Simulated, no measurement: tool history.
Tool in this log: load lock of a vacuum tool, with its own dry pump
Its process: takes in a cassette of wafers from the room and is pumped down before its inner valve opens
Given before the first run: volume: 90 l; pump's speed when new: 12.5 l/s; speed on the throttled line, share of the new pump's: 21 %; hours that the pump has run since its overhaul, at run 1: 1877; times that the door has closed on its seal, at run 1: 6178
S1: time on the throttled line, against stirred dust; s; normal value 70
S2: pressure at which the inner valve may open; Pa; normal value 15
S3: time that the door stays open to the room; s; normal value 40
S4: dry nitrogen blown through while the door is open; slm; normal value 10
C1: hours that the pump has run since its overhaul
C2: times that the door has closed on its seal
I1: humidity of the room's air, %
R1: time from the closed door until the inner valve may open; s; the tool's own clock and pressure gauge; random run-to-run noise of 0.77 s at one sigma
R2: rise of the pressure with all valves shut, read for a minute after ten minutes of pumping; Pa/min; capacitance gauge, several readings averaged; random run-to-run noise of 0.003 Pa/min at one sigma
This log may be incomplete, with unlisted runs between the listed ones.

{"run": 1, "day": 0.0, "S1": 70, "S2": 15, "S3": 40, "S4": 10, "C1": 1877, "C2": 6178, "I1": 46.4, "R1": 119.9, "R2": 0.02}
{"run": 2, "day": 6.279, "S1": 70, "S2": 11, "S3": 40, "S4": 10, "C1": 2028, "C2": 6604, "I1": 48.2, "R1": 122.1, "R2": 0.02}
{"run": 3, "day": 12.312, "S1": 70, "S2": 18, "S3": 40, "S4": 10, "C1": 2173, "C2": 7015, "I1": 45.1, "R1": 117.8, "R2": 0.023}
{"run": 4, "day": 17.25, "S1": 70, "S2": 18, "S3": 40, "S4": 10, "C1": 2291, "C2": 7351, "I1": 43.9, "R1": 116.8, "R2": 0.02}
{"run": 5, "day": 23.333, "S1": 70, "S2": 18, "S3": 40, "S4": 10, "C1": 2437, "C2": 7764, "I1": 45, "R1": 117.9, "R2": 0.021}
{"run": 6, "day": 31.854, "S1": 70, "S2": 15, "S3": 40, "S4": 10, "C1": 2642, "C2": 8344, "I1": 46.6, "R1": 119.3, "R2": 0.023}
{"run": 7, "day": 40.229, "S1": 70, "S2": 15, "S3": 40, "S4": 5, "C1": 2843, "C2": 8913, "I1": 42.1, "R1": 120.2, "R2": 0.027}
{"run": 8, "day": 48.008, "S1": 70, "S2": 15, "S3": 40, "S4": 5, "C1": 3029, "C2": 9442, "I1": 46, "R1": 119, "R2": 0.025}
{"run": 9, "day": 56.529, "S1": 70, "S2": 15, "S3": 40, "S4": 10, "C1": 3234, "C2": 10022, "I1": 44.7, "R1": 119.2, "R2": 0.021}
{"run": 10, "day": 61.733, "S1": 70, "S2": 12, "S3": 40, "S4": 10, "C1": 3359, "C2": 10376, "I1": 44.3, "R1": 120.7, "R2": 0.021}
{"run": 11, "day": 65.871, "S1": 133, "S2": 14, "S3": 32, "S4": 10, "C1": 3458, "C2": 10657, "I1": 47.9, "R1": 169, "R2": 0.024}
{"run": 12, "day": 70.154, "S1": 54, "S2": 15, "S3": 40, "S4": 25, "C1": 3561, "C2": 10948, "I1": 43, "R1": 105.4, "R2": 0.011}
{"run": 13, "day": 77.071, "S1": 41, "S2": 12, "S3": 121, "S4": 15, "C1": 3727, "C2": 11418, "I1": 42.5, "R1": 97.2, "R2": 0.031}
{"run": 14, "day": 82.629, "S1": 70, "S2": 15, "S3": 29, "S4": 15, "C1": 3860, "C2": 11796, "I1": 44.7, "R1": 118.5, "R2": 0.018}
{"run": 15, "day": 91.767, "S1": 70, "S2": 15, "S3": 134, "S4": 10, "C1": 4080, "C2": 12418, "I1": 43.3, "R1": 119.4, "R2": 0.034}

Forecast run 16:
{"run": 16, "day": 97.767, "S1": 46, "S2": 15, "S3": 134, "S4": 10, "C1": 4224, "C2": 12826, "I1": 42.8, "R1": "?", "R2": "?"}

{"run 16": {"R1": 99.8, "R2": 0.03}}
With no hidden state in the tool, this same run would have given R1 99.8 s, R2 0.03 Pa/min.
